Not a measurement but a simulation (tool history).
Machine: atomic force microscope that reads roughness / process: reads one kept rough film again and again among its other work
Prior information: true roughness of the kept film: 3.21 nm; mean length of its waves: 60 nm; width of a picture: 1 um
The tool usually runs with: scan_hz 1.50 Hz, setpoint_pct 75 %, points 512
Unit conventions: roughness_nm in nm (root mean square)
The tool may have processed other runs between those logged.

| run | hour | scan_hz | setpoint_pct | points | roughness_nm |
|---|---|---|---|---|---|
| 1 | 0.0 | 1.50 | 75 | 512 | 2.864 |
| 2 | 8.4 | 1.50 | 75 | 512 | 2.856 |
| 3 | 19.5 | 1.50 | 90 | 512 | 2.626 |
| 4 | 32.0 | 1.50 | 90 | 512 | 2.595 |
| 5 | 41.1 | 1.50 | 90 | 512 | 2.623 |
| 6 | 47.6 | 1.50 | 90 | 512 | 2.623 |
| 7 | 56.9 | 1.50 | 90 | 512 | 2.593 |
| 8 | 62.8 | 1.50 | 90 | 512 | 2.605 |
| 9 | 73.3 | 1.50 | 75 | 768 | 2.817 |
|  | 75.9 | new tip fitted |
| 10 | 85.7 | 1.50 | 59 | 768 | 3.030 |
| 11 | 94.8 | 1.50 | 59 | 768 | 3.018 |
| 12 | 102.9 | 1.50 | 59 | 768 | 3.008 |
| 13 | 108.4 | 1.50 | 75 | 512 | 2.890 |
| 14 | 116.2 | 1.50 | 70 | 512 | 2.916 |
| 15 | 122.4 | 1.50 | 75 | 512 | 2.879 |
| 16 | 130.3 | 1.50 | 75 | 970 | 2.886 |
| 17 | 136.3 | 1.50 | 75 | 970 | 2.861 |
| 18 | 144.4 | 1.50 | 75 | 970 | 2.835 |
| 19 | 155.4 | 1.50 | 75 | 400 | 2.854 |
| 20 | 161.8 | 1.50 | 75 | 400 | 2.837 |
| 21 | 169.3 | 1.50 | 75 | 400 | 2.838 |
| 22 | 182.7 | 1.50 | 75 | 512 | 2.827 |
| 23 | 192.9 | 1.50 | 75 | 512 | 2.819 |
| 24 | 199.7 | 1.50 | 75 | 512 | 2.824 |
| 25 | 210.4 | 1.50 | 75 | 512 | 2.802 |
|  | 212.1 | new tip fitted |
| 26 | 223.8 | 1.50 | 75 | 512 | 2.890 |
| 27 | 231.0 | 0.55 | 64 | 325 | 3.075 |
| 28 | 237.0 | 0.57 | 69 | 373 | 3.060 |
| 29 | 242.4 | 0.57 | 69 | 373 | 3.017 |
| 30 | 255.0 | 2.90 | 87 | 401 | 2.399 |
| 31 | 260.7 | 3.77 | 67 | 511 | 2.731 |
| 32 | 270.9 | 3.77 | 67 | 511 | 2.749 |
| 33 | 277.6 | 0.61 | 62 | 292 | 3.043 |
| 34 | 286.9 | 2.20 | 85 | 875 | 2.556 |
| 35 | 295.6 | 0.74 | 69 | 454 | 2.983 |
| 36 | 307.1 | 1.50 | 75 | 765 | 2.804 |
| 37 | 319.0 | 0.95 | 75 | 357 | 2.918 |
| 38 | 331.9 | 1.06 | 75 | 512 | 2.873 |
| 39 | 338.7 | 2.94 | 76 | 451 | 2.576 |
|  | 348.3 | new tip fitted |
| 40 | 348.9 | 2.94 | 76 | 451 | 2.682 |
| 41 | 360.2 | 0.52 | 72 | 425 | 3.042 |
| 42 | 369.2 | 0.52 | 72 | 425 | 3.026 |
| 43 | 380.9 | 1.24 | 72 | 425 | 2.952 |
| 44 | 392.9 | 0.69 | 75 | 512 | 2.989 |
| 45 | 401.2 | 1.24 | 75 | 325 | 2.898 |
| 46 | 411.7 | 1.06 | 56 | 668 | 3.031 |
| 47 | 419.3 | 1.06 | 56 | 668 | 3.032 |
| 48 | 429.0 | 1.04 | 60 | 991 | 3.011 |
| 49 | 440.4 | 1.04 | 60 | 991 | 3.002 |
| 50 | 449.3 | 1.30 | 65 | 808 | 2.931 |
| 51 | 461.6 | 1.30 | 65 | 808 | 2.950 |

Branching from run 51: 3 alternative next runs. What would each branch give?
| A | 474.1 | 1.50 | 55 | 297 | ? |
| B | 474.1 | 2.28 | 60 | 393 | ? |
| C | 474.1 | 1.13 | 61 | 420 | ? |

| run | roughness_nm |
|---|---|
| A | 2.965 |
| B | 2.877 |
| C | 2.968 |
Had the tool no hidden state, the same runs would have come out as:
| run | roughness_nm |
|---|---|
| A | 3.073 |
| B | 2.982 |
| C | 3.076 |
